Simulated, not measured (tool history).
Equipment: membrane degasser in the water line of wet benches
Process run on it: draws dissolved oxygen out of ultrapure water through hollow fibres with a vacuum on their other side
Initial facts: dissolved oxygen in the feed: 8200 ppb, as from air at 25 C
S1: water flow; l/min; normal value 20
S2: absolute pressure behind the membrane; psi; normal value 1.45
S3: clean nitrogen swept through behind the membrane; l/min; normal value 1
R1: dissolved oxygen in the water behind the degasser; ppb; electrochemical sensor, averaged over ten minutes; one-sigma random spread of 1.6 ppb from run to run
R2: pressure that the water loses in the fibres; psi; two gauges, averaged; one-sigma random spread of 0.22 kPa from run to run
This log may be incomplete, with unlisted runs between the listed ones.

Run 1, day 0: usual settings. Result: R1 312.9 ppb, R2 8.257 psi.
Run 2, day 6.629: usual settings. Result: R1 313.6 ppb, R2 8.283 psi.
Run 3, day 14.217: usual settings but S1 22 l/min. Result: R1 344.7 ppb, R2 9.111 psi.
Run 4, day 26.371: usual settings but S3 0.41 l/min. Result: R1 629.5 ppb, R2 8.308 psi.
Run 5, day 36.392: usual settings but S3 0.41 l/min. Result: R1 632.8 ppb, R2 8.331 psi.
Run 6, day 45.862: usual settings but S3 0.41 l/min. Result: R1 628.8 ppb, R2 8.27 psi.
Run 7, day 54.692: usual settings but S3 0.41 l/min. Result: R1 628.2 ppb, R2 8.228 psi.
Run 8, day 66.808: usual settings but S2 0.88 psi. Result: R1 153 ppb, R2 8.354 psi.
Run 9, day 74.767: usual settings but S2 0.88 psi. Result: R1 153.8 ppb, R2 8.36 psi.
At day 80.021: vacuum gauge calibrated.
Run 10, day 86.254: usual settings but S1 16 l/min. Result: R1 249.3 ppb, R2 6.715 psi.
Run 11, day 97.062: usual settings but S2 2.81 psi, S3 1.54 l/min. Result: R1 483.6 ppb, R2 8.356 psi.
Run 12, day 108.312: usual settings but S1 26 l/min, S3 0.7 l/min. Result: R1 520.3 ppb, R2 10.962 psi.
Run 13, day 118.796: usual settings but S2 0.96 psi, S3 1.39 l/min. Result: R1 128.4 ppb, R2 8.376 psi.
At day 126.467: membrane cartridge changed.
Run 14, day 126.975: usual settings but S2 0.93 psi. Result: R1 152 ppb, R2 7.6 psi.
Run 15, day 136.733: usual settings but S2 0.93 psi. Result: R1 154.3 ppb, R2 7.661 psi.
Run 16, day 146.117: usual settings but S1 13 l/min, S2 1.73 psi, S3 2.84 l/min. Result: R1 103.2 ppb, R2 4.992 psi.
Run 17, day 158.158: usual settings but S1 29 l/min, S2 1.17 psi. Result: R1 320.8 ppb, R2 11.094 psi.
Run 18, day 166.454: usual settings but S1 31 l/min, S2 1.17 psi. Result: R1 338.6 ppb, R2 11.926 psi.
Run 19, day 178.546: usual settings but S1 29 l/min. Result: R1 435 ppb, R2 11.188 psi.

Results per run with the tool's hidden condition removed, run-to-run variation unchanged:
What the log doesn't record here: membrane still open, %; true pressure behind the membrane over the reading, kPa; air that leaks in behind the membrane, l/min; drift of the gauge itself on oxygen_ppb, %; drift of the gauge itself on loss_of_pressure_kpa, %.
run     R1      R2
  1  300.1   7.655
  2  300.3   7.672
  3  328.9   8.424
  4  608.8   7.668
  5  610.7   7.672
  6  605.7   7.601
  7  603.9   7.545
  8    135   7.648
  9  135.1   7.641
 10  242.9   6.125
 11  471.5   7.604
 12  505.9    9.96
 13  118.8   7.591
 14  147.8     7.6
 15  149.2   7.648
 16     99   4.976
 17  312.3  11.032
 18    329  11.844
 19  423.7  11.088
